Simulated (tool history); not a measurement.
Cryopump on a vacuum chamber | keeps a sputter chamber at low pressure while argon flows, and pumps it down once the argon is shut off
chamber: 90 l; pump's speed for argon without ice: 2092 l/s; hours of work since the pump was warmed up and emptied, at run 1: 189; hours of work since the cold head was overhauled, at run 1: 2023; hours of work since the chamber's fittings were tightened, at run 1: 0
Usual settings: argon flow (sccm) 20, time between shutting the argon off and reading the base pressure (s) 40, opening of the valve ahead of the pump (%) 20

| run | day | argon flow (sccm) | time between shutting the argon off and reading the base pressure (s) | opening of the valve ahead of the pump (%) | hours of work since the pump was warmed up and emptied | hours of work since the cold head was overhauled | hours of work since the chamber's fittings were tightened | pressure while argon flows (Pa) | pressure after the wait (uPa) |
|---|---|---|---|---|---|---|---|---|---|
| 1 | 0.000 | 20 | 40 | 20 | 189 | 2023 | 0 | 0.0838 | 1.52 |
| 2 | 1.821 | 20 | 40 | 26 | 219 | 2054 | 31 | 0.0638 | 1.51 |
| 3 | 5.300 | 20 | 40 | 26 | 278 | 2112 | 89 | 0.0646 | 1.55 |
| 4 | 7.938 | 20 | 40 | 26 | 322 | 2156 | 133 | 0.0645 | 1.58 |
| 5 | 10.383 | 20 | 40 | 26 | 363 | 2197 | 174 | 0.0653 | 1.59 |
| 6 | 12.521 | 20 | 40 | 26 | 399 | 2233 | 210 | 0.0661 | 1.61 |
| 7 | 15.162 | 20 | 40 | 26 | 443 | 2278 | 254 | 0.0660 | 1.65 |
| 8 | 18.667 | 20 | 40 | 26 | 502 | 2336 | 313 | 0.0661 | 1.73 |
| 9 | 20.546 | 20 | 40 | 26 | 533 | 2368 | 345 | 0.0671 | 1.71 |
| 10 | 23.367 | 20 | 40 | 20 | 581 | 2415 | 392 | 0.0862 | 1.76 |
| 11 | 27.217 | 20 | 40 | 20 | 645 | 2480 | 457 | 0.0862 | 1.85 |
| 12 | 30.442 | 20 | 40 | 36 | 699 | 2534 | 511 | 0.0499 | 1.94 |
| 13 | 34.288 | 20 | 68 | 20 | 764 | 2598 | 575 | 0.0879 | 1.48 |
| 14 | 36.625 | 20 | 40 | 20 | 803 | 2638 | 614 | 0.0870 | 2.02 |
| 15 | 40.204 | 12 | 40 | 20 | 863 | 2698 | 674 | 0.0534 | 2.03 |
|  | 42.767 | pump warmed up, emptied and cooled again |
| 16 | 43.117 | 26 | 40 | 20 | 6 | 2743 | 720 | 0.1058 | 1.92 |
| 17 | 45.450 | 10 | 40 | 20 | 45 | 2782 | 759 | 0.0410 | 1.86 |
| 18 | 48.608 | 10 | 40 | 20 | 98 | 2835 | 812 | 0.0405 | 1.96 |
| 19 | 50.225 | 10 | 40 | 20 | 125 | 2862 | 839 | 0.0408 | 1.98 |
| 20 | 53.746 | 37 | 28 | 15 | 184 | 2921 | 898 | 0.2017 | 2.57 |
| 21 | 57.271 | 9 | 91 | 29 | 243 | 2980 | 957 | 0.0256 | 1.35 |
| 22 | 60.775 | 10 | 77 | 25 | 302 | 3039 | 1016 | 0.0326 | 1.49 |
| 23 | 63.296 | 15 | 30 | 16 | 344 | 3082 | 1058 | 0.0775 | 2.57 |
| 24 | 66.454 | 23 | 37 | 43 | 397 | 3135 | 1111 | 0.0474 | 2.43 |
| 25 | 69.600 | 22 | 40 | 20 | 450 | 3187 | 1164 | 0.0932 | 2.26 |
| 26 | 73.396 | 13 | 24 | 59 | 514 | 3251 | 1228 | 0.0202 | 3.21 |
| 27 | 75.783 | 13 | 24 | 59 | 554 | 3291 | 1268 | 0.0203 | 3.21 |
| 28 | 77.938 | 18 | 40 | 25 | 590 | 3327 | 1304 | 0.0619 | 2.52 |
| 29 | 81.412 | 20 | 217 | 20 | 648 | 3385 | 1362 | 0.0862 | 1.47 |
| 30 | 83.825 | 26 | 141 | 59 | 689 | 3426 | 1402 | 0.0433 | 1.69 |
| 31 | 85.525 | 26 | 141 | 59 | 717 | 3454 | 1431 | 0.0441 | 1.69 |
| 32 | 88.962 | 37 | 40 | 31 | 775 | 3512 | 1489 | 0.1103 | 2.72 |
| 33 | 92.746 | 31 | 181 | 18 | 838 | 3575 | 1552 | 0.1513 | 1.75 |
| 34 | 94.992 | 28 | 36 | 20 | 876 | 3613 | 1590 | 0.1236 | 2.93 |

3 ways to go on from here, each from the tool as it stands after run 34. What would each give?
|  | 96.750 | pump warmed up, emptied and cooled again |
| A | 97.758 | 19 | 83 | 59 | 17 | 3656 | 1633 | ? | ? |
|  | 96.750 | pump warmed up, emptied and cooled again |
| B | 97.758 | 20 | 67 | 20 | 17 | 3656 | 1633 | ? | ? |
|  | 96.750 | pump warmed up, emptied and cooled again |
| C | 97.758 | 20 | 232 | 25 | 17 | 3656 | 1633 | ? | ? |

| run | pressure while argon flows (Pa) | pressure after the wait (uPa) |
|---|---|---|
| A | 0.0267 | 1.69 |
| B | 0.0816 | 1.87 |
| C | 0.0650 | 1.29 |
Without the tool's hidden state the same runs would have given:
| run | pressure while argon flows (Pa) | pressure after the wait (uPa) |
|---|---|---|
| A | 0.0260 | 0.75 |
| B | 0.0809 | 0.92 |
| C | 0.0643 | 0.36 |
